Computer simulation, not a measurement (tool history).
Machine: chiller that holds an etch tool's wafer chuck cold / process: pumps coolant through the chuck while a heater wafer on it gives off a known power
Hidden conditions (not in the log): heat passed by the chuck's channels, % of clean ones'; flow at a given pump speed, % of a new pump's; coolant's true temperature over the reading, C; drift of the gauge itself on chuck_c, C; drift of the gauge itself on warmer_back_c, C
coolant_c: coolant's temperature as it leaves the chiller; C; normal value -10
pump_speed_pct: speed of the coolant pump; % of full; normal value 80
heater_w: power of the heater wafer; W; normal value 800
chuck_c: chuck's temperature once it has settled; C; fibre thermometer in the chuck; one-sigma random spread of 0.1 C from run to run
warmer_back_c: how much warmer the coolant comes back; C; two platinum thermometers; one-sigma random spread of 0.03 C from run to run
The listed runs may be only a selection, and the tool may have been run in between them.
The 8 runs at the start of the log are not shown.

| run | hour | coolant_c | pump_speed_pct | heater_w | hours since the coolant was changed and the channels were flushed | hours since the pump was overhauled | hours since the chiller's thermometer was calibrated | chuck_c | warmer_back_c |
|---|---|---|---|---|---|---|---|---|---|
| 9 | 317.6 | -17 | 80 | 735 | 855 | 534 | 422 | -8.7 | 1.59 |
| 10 | 358.9 | -17 | 80 | 735 | 897 | 575 | 463 | -8.4 | 1.52 |
| 11 | 396.3 | -17 | 80 | 735 | 934 | 612 | 500 | -8.6 | 1.59 |
| 12 | 420.6 | -17 | 80 | 735 | 958 | 637 | 525 | -8.5 | 1.56 |
| 13 | 457.7 | -17 | 80 | 735 | 996 | 674 | 562 | -8.6 | 1.56 |
| 14 | 495.7 | -10 | 80 | 800 | 1034 | 712 | 600 | -0.7 | 1.69 |
| 15 | 546.8 | -10 | 80 | 526 | 1085 | 763 | 651 | -3.9 | 1.08 |
| 16 | 590.6 | -10 | 80 | 800 | 1128 | 807 | 695 | -0.9 | 1.65 |
| 17 | 631.8 | -8 | 80 | 434 | 1170 | 848 | 736 | -3.2 | 0.90 |
| 18 | 665.3 | -19 | 76 | 731 | 1203 | 881 | 769 | -10.4 | 1.64 |
| 19 | 722.3 | -19 | 76 | 731 | 1260 | 938 | 826 | -10.3 | 1.63 |
| 20 | 751.3 | -17 | 66 | 687 | 1289 | 967 | 855 | -7.9 | 1.80 |
| 21 | 794.4 | -17 | 66 | 687 | 1332 | 1011 | 899 | -7.9 | 1.80 |
| 22 | 836.6 | -9 | 75 | 670 | 1374 | 1053 | 941 | -0.9 | 1.48 |
| 23 | 873.0 | -9 | 90 | 670 | 1411 | 1089 | 977 | -2.0 | 1.23 |
| 24 | 906.7 | -9 | 90 | 670 | 1445 | 1123 | 1011 | -2.0 | 1.27 |
| 25 | 945.5 | -10 | 74 | 800 | 1483 | 1162 | 1050 | -0.2 | 1.80 |
| 26 | 976.3 | -15 | 80 | 657 | 1514 | 1192 | 1080 | -7.5 | 1.41 |
| 27 | 1024.9 | -15 | 80 | 657 | 1563 | 1241 | 1129 | -7.3 | 1.39 |
| 28 | 1053.0 | -17 | 80 | 1096 | 1591 | 1269 | 1157 | -4.4 | 2.32 |
| 29 | 1102.4 | -18 | 80 | 885 | 1640 | 1319 | 1207 | -7.9 | 1.91 |
| 30 | 1126.9 | -18 | 76 | 631 | 1665 | 1343 | 1231 | -10.5 | 1.39 |
| 31 | 1161.2 | -12 | 62 | 772 | 1699 | 1377 | 1265 | -1.2 | 2.16 |
| 32 | 1192.8 | -3 | 80 | 608 | 1731 | 1409 | 1297 | 3.9 | 1.34 |

Here are 3 independent what-if runs from the current tool condition. What would each one return?
| A | 1243.9 | -14 | 80 | 800 | 1782 | 1460 | 1348 | ? | ? |
| B | 1243.9 | -10 | 80 | 648 | 1782 | 1460 | 1348 | ? | ? |
| C | 1243.9 | -11 | 80 | 608 | 1782 | 1460 | 1348 | ? | ? |

| run | chuck_c | warmer_back_c |
|---|---|---|
| A | -4.6 | 1.68 |
| B | -2.6 | 1.39 |
| C | -4.1 | 1.28 |
Take away the tool's hidden state, keep each run's random variation, and the runs would have read:
| run | chuck_c | warmer_back_c |
|---|---|---|
| A | -4.6 | 1.68 |
| B | -2.6 | 1.39 |
| C | -4.1 | 1.28 |
